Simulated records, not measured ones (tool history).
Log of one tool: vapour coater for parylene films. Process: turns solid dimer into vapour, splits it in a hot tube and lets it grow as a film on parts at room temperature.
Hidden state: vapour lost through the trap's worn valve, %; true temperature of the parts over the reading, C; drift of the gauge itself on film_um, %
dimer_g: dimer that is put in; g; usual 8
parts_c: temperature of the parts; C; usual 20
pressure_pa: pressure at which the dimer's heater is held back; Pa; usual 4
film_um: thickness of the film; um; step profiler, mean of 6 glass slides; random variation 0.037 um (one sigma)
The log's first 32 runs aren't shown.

run,hour,dimer_g,parts_c,pressure_pa,hours of work since the trap's valve was overhauled,hours of work since the table's thermometer was calibrated,film_um
33,1193.3,5,20,2.13,280,1213,2.54
34,1244.6,12,26,7.05,311,1243,4.74
35,1278.7,12,26,7.05,331,1263,4.62
36,1312.8,12,26,7.05,351,1284,4.67
37,1356.1,6,29,5.16,377,1309,2.33
38,1381.1,8,27,4.94,392,1324,3.17
39,1417.2,9,16,3.98,413,1346,4.59
40,1466.8,9,16,3.98,443,1375,4.6
41,1499.1,10,20,4,462,1395,4.58
42,1549.8,10,20,4,492,1425,4.62
43,1589.9,10,20,4,516,1449,4.58
44,1625.4,5,13,10.82,537,1470,2.31
45,1664.9,4,26,7.4,561,1493,1.52
46,1710.4,4,20,4,588,1520,1.83
# hour 1726.1: trap's valve overhauled
47,1744.5,4,20,4,11,1538,1.98
48,1797.6,4,25,6.9,43,1570,1.68

3 ways to go on from here, each from the tool as it stands after run 48. What would each give?
A,1829.5,8,26,4,62,1589,?
B,1829.5,3,20,3.26,62,1589,?
C,1829.5,10,25,6.9,62,1589,?

run,film_um
A,3.51
B,1.51
C,4.1
Without the tool's hidden state the same runs would have given:
run,film_um
A,3.48
B,1.49
C,4.06

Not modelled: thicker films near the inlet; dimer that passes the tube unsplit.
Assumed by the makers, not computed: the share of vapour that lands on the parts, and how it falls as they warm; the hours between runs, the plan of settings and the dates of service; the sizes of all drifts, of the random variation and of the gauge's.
